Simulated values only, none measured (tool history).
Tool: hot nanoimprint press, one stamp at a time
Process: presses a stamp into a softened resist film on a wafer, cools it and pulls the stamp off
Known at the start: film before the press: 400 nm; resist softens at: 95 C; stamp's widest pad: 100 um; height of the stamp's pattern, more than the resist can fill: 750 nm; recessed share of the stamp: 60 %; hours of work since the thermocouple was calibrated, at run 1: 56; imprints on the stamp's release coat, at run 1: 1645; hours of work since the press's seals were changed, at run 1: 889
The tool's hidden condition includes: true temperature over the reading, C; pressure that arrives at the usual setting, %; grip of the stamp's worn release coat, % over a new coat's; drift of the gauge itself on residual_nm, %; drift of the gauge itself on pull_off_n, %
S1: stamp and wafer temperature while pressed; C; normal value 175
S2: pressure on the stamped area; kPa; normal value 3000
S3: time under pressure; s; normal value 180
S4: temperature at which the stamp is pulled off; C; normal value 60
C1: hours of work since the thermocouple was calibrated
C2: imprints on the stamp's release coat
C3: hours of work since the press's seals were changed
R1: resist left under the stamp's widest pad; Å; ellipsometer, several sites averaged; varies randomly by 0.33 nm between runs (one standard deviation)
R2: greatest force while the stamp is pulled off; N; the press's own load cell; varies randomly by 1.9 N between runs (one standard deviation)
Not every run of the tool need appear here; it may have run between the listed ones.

run    hour   S1    S2   S3  S4   C1    C2    C3    R1   R2
  1     0.0  175  3000  180  60   56  1645   889  1410  152
       18.1  -- stamp cleaned and given a new release coat
  2    74.4  175  3000  275  60  105   270   938  1212  156
  3   167.7  175  3000  275  60  173   717  1006  1210  152
  4   216.2  175  3000  180  53  208   949  1041  1416  180
  5   291.7  175  3000  180  53  262  1311  1095  1408  175
      327.8  -- press's hydraulic seals changed and the load cell set to zero
      387.5  -- stamp cleaned and given a new release coat
  6   395.8  175  3000  180  60  327    40    45  1418  153
  7   468.2  175  3000  180  60  380   387    97  1412  154
  8   551.3  175  3000  180  66  440   785   157  1413  129
  9   630.0  175  3000  260  60  496  1162   214  1234  151
 10   672.5  176  3000  260  60  527  1365   245  1190  153
      754.4  -- stamp cleaned and given a new release coat
      780.4  -- plate thermocouple calibrated
 11   784.7  176  3000  260  60    3   131   319  1200  152
 12   837.5  176  3000  260  60   41   384   357  1205  151
 13   880.7  176  3000  260  62   72   591   389  1197  146
 14   925.1  176  3000  260  62  105   803   421  1198  144
 15   991.2  166  1910  260  63  152  1120   469  2055  138
 16  1083.3  183  3900  171  55  219  1561   535   998  168
     1120.3  -- stamp cleaned and given a new release coat
 17  1132.3  183  3900  171  55  250    57   566   996  169
 18  1194.4  171  2340  171  64  295   355   611  1845  137
 19  1246.5  171  2680  121  64  332   604   649  1921  138
 20  1302.4  183  3000  177  60  373   872   689  1151  151
 21  1406.0  183  3000  177  60  448  1368   764  1151  151
     1484.1  -- stamp cleaned and given a new release coat
 22  1484.1  183  3000  177  60  500     0   816  1153  156
 23  1582.0  183  2140  177  60  571   469   887  1401  150
     1621.8  -- plate thermocouple calibrated
 24  1647.2  175  4000  180  60   18   767   932  1194  152
 25  1736.7  175  4000  180  60   83  1195   996  1197  152
 26  1822.5  175  4000  180  60  145  1606  1058  1194  149
     1854.0  -- stamp cleaned and given a new release coat
     1916.7  -- press's hydraulic seals changed and the load cell set to zero
 27  1937.4  175  3000  166  52  218   361    15  1449  182
 28  2020.5  175  3000  132  50  278   759    75  1575  191

What if the next run were any one of these 3? Each begins from the tool's condition after run 28:
  A  2078.6  172  3780  180  61  320  1037  117   ?   ?
  B  2078.6  175  2220  133  65  320  1037  117   ?   ?
  C  2078.6  181  3330  111  50  320  1037  117   ?   ?

run    R1   R2
  A  1348  149
  B  1851  134
  C  1348  190
Without the tool's unlogged condition, the same runs would have read:
run    R1   R2
  A  1349  149
  B  1852  134
  C  1348  190

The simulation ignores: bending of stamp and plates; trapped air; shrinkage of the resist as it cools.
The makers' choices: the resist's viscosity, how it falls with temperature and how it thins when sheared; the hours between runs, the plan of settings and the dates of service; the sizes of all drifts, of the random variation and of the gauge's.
